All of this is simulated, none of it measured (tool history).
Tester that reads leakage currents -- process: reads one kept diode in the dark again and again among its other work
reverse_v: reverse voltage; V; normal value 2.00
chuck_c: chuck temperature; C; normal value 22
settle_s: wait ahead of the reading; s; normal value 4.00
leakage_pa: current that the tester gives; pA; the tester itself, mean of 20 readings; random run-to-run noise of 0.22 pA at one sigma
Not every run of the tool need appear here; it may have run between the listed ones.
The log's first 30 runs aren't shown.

run	hour	reverse_v	chuck_c	settle_s	leakage_pa
31	674.4	2.00	56	4.04	668.61
32	698.1	2.82	52	4.00	634.78
33	723.9	11.69	54	1.45	1655.16
34	745.3	11.69	20	3.04	173.27
35	775.9	11.69	20	0.92	175.75
36	806.6	11.69	20	0.92	176.30
37	829.7	11.69	20	0.92	177.57
38	847.9	4.57	48	4.55	664.18
39	872.6	4.57	21	4.55	108.13

Below are 5 alternative next runs, each starting from the tool's condition after run 39. Predict each:
A	898.8	2.00	20	0.63	?
B	898.8	2.00	22	2.38	?
C	898.8	3.63	28	9.28	?
D	898.8	4.57	35	4.55	?
E	898.8	10.35	30	1.57	?

run	leakage_pa
A	61.94
B	70.88
C	153.56
D	287.33
E	330.69
With the hidden condition removed and each run's random variation left untouched, the same runs would have given:
run	leakage_pa
A	61.96
B	71.09
C	154.32
D	289.83
E	330.46
